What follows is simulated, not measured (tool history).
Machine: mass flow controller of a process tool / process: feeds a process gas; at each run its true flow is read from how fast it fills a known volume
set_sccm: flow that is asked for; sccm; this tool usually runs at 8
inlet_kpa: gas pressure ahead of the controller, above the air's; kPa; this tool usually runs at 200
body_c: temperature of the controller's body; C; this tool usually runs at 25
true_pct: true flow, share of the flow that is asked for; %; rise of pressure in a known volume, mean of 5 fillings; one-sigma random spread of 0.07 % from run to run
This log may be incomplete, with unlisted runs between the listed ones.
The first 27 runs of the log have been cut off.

{"run": 28, "hour": 4391.7, "set_sccm": 5, "inlet_kpa": 200, "body_c": 25, "true_pct": 92.99}
{"run": 29, "hour": 4484.9, "set_sccm": 4, "inlet_kpa": 200, "body_c": 25, "true_pct": 92.27}
{"run": 30, "hour": 4669.5, "set_sccm": 3, "inlet_kpa": 214, "body_c": 22, "true_pct": 90.76}
{"run": 31, "hour": 4809.8, "set_sccm": 10, "inlet_kpa": 217, "body_c": 24, "true_pct": 94.38}
{"run": 32, "hour": 5039.9, "set_sccm": 8, "inlet_kpa": 200, "body_c": 30, "true_pct": 94.33}
{"run": 33, "hour": 5188.5, "set_sccm": 8, "inlet_kpa": 200, "body_c": 30, "true_pct": 94.1}
{"run": 34, "hour": 5413.1, "set_sccm": 8, "inlet_kpa": 262, "body_c": 25, "true_pct": 93.52}
{"run": 35, "hour": 5633.1, "set_sccm": 8, "inlet_kpa": 262, "body_c": 25, "true_pct": 93.57}
{"run": 36, "hour": 5786.2, "set_sccm": 8, "inlet_kpa": 168, "body_c": 23, "true_pct": 93.48}
{"hour": 6007.2, "done": "controller's zero set anew"}
{"run": 37, "hour": 6016.7, "set_sccm": 9, "inlet_kpa": 200, "body_c": 27, "true_pct": 95.19}
{"run": 38, "hour": 6145.7, "set_sccm": 5, "inlet_kpa": 158, "body_c": 29, "true_pct": 94.93}
{"run": 39, "hour": 6280.0, "set_sccm": 14, "inlet_kpa": 176, "body_c": 21, "true_pct": 95.34}
{"run": 40, "hour": 6419.7, "set_sccm": 14, "inlet_kpa": 176, "body_c": 21, "true_pct": 95.22}
{"run": 41, "hour": 6606.4, "set_sccm": 3, "inlet_kpa": 140, "body_c": 25, "true_pct": 94.08}
{"run": 42, "hour": 6807.6, "set_sccm": 3, "inlet_kpa": 140, "body_c": 25, "true_pct": 94.0}
{"run": 43, "hour": 6928.1, "set_sccm": 20, "inlet_kpa": 200, "body_c": 28, "true_pct": 96.32}
{"run": 44, "hour": 7118.8, "set_sccm": 2, "inlet_kpa": 195, "body_c": 28, "true_pct": 93.66}
{"run": 45, "hour": 7264.3, "set_sccm": 5, "inlet_kpa": 200, "body_c": 30, "true_pct": 94.43}
{"run": 46, "hour": 7431.1, "set_sccm": 12, "inlet_kpa": 200, "body_c": 25, "true_pct": 94.95}
{"run": 47, "hour": 7554.2, "set_sccm": 9, "inlet_kpa": 200, "body_c": 25, "true_pct": 94.51}
{"run": 48, "hour": 7654.4, "set_sccm": 2, "inlet_kpa": 222, "body_c": 26, "true_pct": 93.03}
{"run": 49, "hour": 7865.5, "set_sccm": 11, "inlet_kpa": 200, "body_c": 22, "true_pct": 94.44}

Each row is a separate what-if for the run after 49, all from the same tool condition, not one after another. Results?
{"run": "A", "hour": 8071.9, "set_sccm": 11, "inlet_kpa": 200, "body_c": 30, "true_pct": "?"}
{"run": "B", "hour": 8071.9, "set_sccm": 11, "inlet_kpa": 151, "body_c": 35, "true_pct": "?"}
{"run": "C", "hour": 8071.9, "set_sccm": 8, "inlet_kpa": 180, "body_c": 25, "true_pct": "?"}

run=A true_pct=94.98
run=B true_pct=95.62
run=C true_pct=94.30
What these runs would have given with no unlogged condition in the tool:
run=A true_pct=99.33
run=B true_pct=99.98
run=C true_pct=98.73

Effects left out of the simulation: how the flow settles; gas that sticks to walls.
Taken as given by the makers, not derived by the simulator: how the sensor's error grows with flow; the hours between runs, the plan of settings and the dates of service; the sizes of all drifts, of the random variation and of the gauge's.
